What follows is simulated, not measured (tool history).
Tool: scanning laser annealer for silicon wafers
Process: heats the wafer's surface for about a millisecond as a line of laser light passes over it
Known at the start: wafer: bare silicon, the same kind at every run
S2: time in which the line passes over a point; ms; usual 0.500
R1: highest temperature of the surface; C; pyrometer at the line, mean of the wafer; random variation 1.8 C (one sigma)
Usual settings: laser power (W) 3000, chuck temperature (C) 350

{"run": 1, "hour": 0.0, "laser power (W)": 3000, "S2": 0.5, "chuck temperature (C)": 350, "R1": 1058}
{"run": 2, "hour": 22.8, "laser power (W)": 3000, "S2": 0.5, "chuck temperature (C)": 350, "R1": 1053}
{"run": 3, "hour": 40.1, "laser power (W)": 3000, "S2": 0.5, "chuck temperature (C)": 350, "R1": 1051}
{"run": 4, "hour": 64.5, "laser power (W)": 3000, "S2": 0.5, "chuck temperature (C)": 349, "R1": 1051}
{"run": 5, "hour": 89.3, "laser power (W)": 3000, "S2": 0.5, "chuck temperature (C)": 350, "R1": 1054}
{"run": 6, "hour": 102.4, "laser power (W)": 3000, "S2": 0.5, "chuck temperature (C)": 350, "R1": 1052}
{"run": 7, "hour": 119.6, "laser power (W)": 3000, "S2": 0.5, "chuck temperature (C)": 350, "R1": 1050}
{"run": 8, "hour": 142.0, "laser power (W)": 3000, "S2": 0.44, "chuck temperature (C)": 350, "R1": 1003}
{"run": 9, "hour": 156.6, "laser power (W)": 3000, "S2": 0.44, "chuck temperature (C)": 350, "R1": 1000}
{"run": 10, "hour": 174.0, "laser power (W)": 3000, "S2": 0.486, "chuck temperature (C)": 350, "R1": 1039}
{"run": 11, "hour": 197.0, "laser power (W)": 3000, "S2": 0.5, "chuck temperature (C)": 350, "R1": 1045}
{"run": 12, "hour": 220.1, "laser power (W)": 3000, "S2": 0.5, "chuck temperature (C)": 350, "R1": 1048}
{"run": 13, "hour": 235.1, "laser power (W)": 3000, "S2": 0.5, "chuck temperature (C)": 350, "R1": 1045}
{"hour": 258.6, "done": "optics aligned, line set to its width"}
{"run": 14, "hour": 259.8, "laser power (W)": 3000, "S2": 0.5, "chuck temperature (C)": 318, "R1": 1011}
{"run": 15, "hour": 283.1, "laser power (W)": 3000, "S2": 0.5, "chuck temperature (C)": 318, "R1": 1012}
{"run": 16, "hour": 305.7, "laser power (W)": 3000, "S2": 0.5, "chuck temperature (C)": 318, "R1": 1010}
{"run": 17, "hour": 327.3, "laser power (W)": 3000, "S2": 0.5, "chuck temperature (C)": 346, "R1": 1035}
{"run": 18, "hour": 341.0, "laser power (W)": 3000, "S2": 0.45, "chuck temperature (C)": 350, "R1": 1003}
{"run": 19, "hour": 359.0, "laser power (W)": 3000, "S2": 0.45, "chuck temperature (C)": 350, "R1": 1000}
{"hour": 385.9, "done": "optics aligned, line set to its width, once more"}
{"run": 20, "hour": 389.6, "laser power (W)": 3000, "S2": 0.45, "chuck temperature (C)": 350, "R1": 1016}
{"run": 21, "hour": 403.0, "laser power (W)": 3000, "S2": 0.45, "chuck temperature (C)": 350, "R1": 1011}
{"run": 22, "hour": 422.7, "laser power (W)": 3000, "S2": 0.45, "chuck temperature (C)": 350, "R1": 1012}
{"run": 23, "hour": 438.1, "laser power (W)": 3243, "S2": 0.45, "chuck temperature (C)": 350, "R1": 1061}
{"hour": 462.3, "done": "window over the wafer cleaned"}
{"run": 24, "hour": 466.7, "laser power (W)": 3000, "S2": 0.5, "chuck temperature (C)": 379, "R1": 1099}
{"run": 25, "hour": 482.4, "laser power (W)": 3052, "S2": 0.397, "chuck temperature (C)": 350, "R1": 997}
{"run": 26, "hour": 499.4, "laser power (W)": 3052, "S2": 0.397, "chuck temperature (C)": 350, "R1": 996}
{"run": 27, "hour": 523.6, "laser power (W)": 2927, "S2": 0.577, "chuck temperature (C)": 324, "R1": 1079}
{"run": 28, "hour": 549.4, "laser power (W)": 2927, "S2": 0.577, "chuck temperature (C)": 324, "R1": 1080}
{"run": 29, "hour": 573.2, "laser power (W)": 2880, "S2": 0.374, "chuck temperature (C)": 360, "R1": 948}
{"run": 30, "hour": 588.5, "laser power (W)": 2591, "S2": 0.47, "chuck temperature (C)": 358, "R1": 958}
{"run": 31, "hour": 606.9, "laser power (W)": 2946, "S2": 0.364, "chuck temperature (C)": 358, "R1": 947}
{"run": 32, "hour": 632.2, "laser power (W)": 2946, "S2": 0.364, "chuck temperature (C)": 358, "R1": 950}
{"run": 33, "hour": 647.0, "laser power (W)": 2701, "S2": 0.42, "chuck temperature (C)": 332, "R1": 918}
{"run": 34, "hour": 670.8, "laser power (W)": 2592, "S2": 0.5, "chuck temperature (C)": 331, "R1": 950}
{"run": 35, "hour": 684.9, "laser power (W)": 2592, "S2": 0.5, "chuck temperature (C)": 331, "R1": 952}
{"run": 36, "hour": 705.3, "laser power (W)": 2592, "S2": 0.5, "chuck temperature (C)": 331, "R1": 950}
{"run": 37, "hour": 728.3, "laser power (W)": 2916, "S2": 0.517, "chuck temperature (C)": 311, "R1": 1011}
{"run": 38, "hour": 752.5, "laser power (W)": 2916, "S2": 0.401, "chuck temperature (C)": 328, "R1": 940}
{"run": 39, "hour": 775.3, "laser power (W)": 2916, "S2": 0.401, "chuck temperature (C)": 328, "R1": 942}
{"run": 40, "hour": 791.9, "laser power (W)": 3198, "S2": 0.377, "chuck temperature (C)": 324, "R1": 972}

Hidden state or all else? Some run-to-run changes of R1, split into what the settings, what came in and random variation would give without the hidden state, and what is left for the hidden state (with any gauge scatter that isn't in both results):
The hidden state here: light that passes the window, % of a clean one's; laser's true power over the reading, %; width of the line over the set one, %; drift of the gauge itself on peak_c, C.
Run 13 -> 14: chuck temperature (C) 350 -> 318, optics aligned, line set to its width. R1 -34 C: hidden state -3, all else -31.
Run 19 -> 20: optics aligned, line set to its width, once more. R1 +16 C: hidden state +9, all else +7.
Run 23 -> 24: laser power (W) 3243 -> 3000, S2 0.450 -> 0.500, chuck temperature (C) 350 -> 379, window over the wafer cleaned. R1 +38 C: hidden state +22, all else +16.
Run 24 -> 25: laser power (W) 3000 -> 3052, S2 0.500 -> 0.397, chuck temperature (C) 379 -> 350. R1 -102 C: hidden state -1, all else -101.
Run 26 -> 27: laser power (W) 3052 -> 2927, S2 0.397 -> 0.577, chuck temperature (C) 350 -> 324. R1 +83 C: hidden state -2, all else +85.
Run 28 -> 29: laser power (W) 2927 -> 2880, S2 0.577 -> 0.374, chuck temperature (C) 324 -> 360. R1 -132 C: hidden state +1, all else -133.
